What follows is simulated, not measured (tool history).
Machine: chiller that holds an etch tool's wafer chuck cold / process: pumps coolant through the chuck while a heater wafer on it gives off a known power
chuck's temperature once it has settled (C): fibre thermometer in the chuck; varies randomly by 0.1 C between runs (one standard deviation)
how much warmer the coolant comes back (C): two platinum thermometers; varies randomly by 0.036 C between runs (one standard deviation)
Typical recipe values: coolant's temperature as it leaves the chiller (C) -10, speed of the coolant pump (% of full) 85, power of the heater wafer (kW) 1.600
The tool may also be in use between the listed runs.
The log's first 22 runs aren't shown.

| run | day | coolant's temperature as it leaves the chiller (C) | speed of the coolant pump (% of full) | power of the heater wafer (kW) | chuck's temperature once it has settled (C) | how much warmer the coolant comes back (C) |
|---|---|---|---|---|---|---|
| 23 | 95.046 | -10 | 85 | 2.104 | 5.9 | 8.48 |
| 24 | 99.204 | -9 | 85 | 2.391 | 9.0 | 9.61 |
| 25 | 103.354 | -9 | 85 | 2.391 | 9.0 | 9.53 |
| 26 | 108.171 | -9 | 85 | 2.391 | 9.1 | 9.65 |
| 27 | 111.567 | -1 | 93 | 1.362 | 8.5 | 5.06 |
| 28 | 114.275 | -18 | 85 | 2.092 | -2.4 | 8.46 |
|  | 117.333 | chiller's thermometer calibrated |
| 29 | 119.783 | -18 | 85 | 1.048 | -10.1 | 4.35 |
| 30 | 123.862 | -17 | 82 | 1.048 | -8.7 | 4.45 |
| 31 | 127.896 | -17 | 82 | 1.048 | -8.8 | 4.50 |
| 32 | 132.025 | -17 | 60 | 1.389 | -2.4 | 8.02 |

Here are 3 independent what-if runs from the current tool condition. What would each one return?
| A | 135.496 | -13 | 60 | 1.389 | ? | ? |
| B | 135.496 | -15 | 64 | 2.107 | ? | ? |
| C | 135.496 | -17 | 96 | 1.389 | ? | ? |

| run | chuck's temperature once it has settled (C) | how much warmer the coolant comes back (C) |
|---|---|---|
| A | 1.5 | 8.17 |
| B | 5.6 | 11.38 |
| C | -7.5 | 5.04 |
What these runs would have given with no unlogged condition in the tool:
| run | chuck's temperature once it has settled (C) | how much warmer the coolant comes back (C) |
|---|---|---|
| A | 1.5 | 7.99 |
| B | 5.6 | 11.19 |
| C | -7.5 | 4.86 |
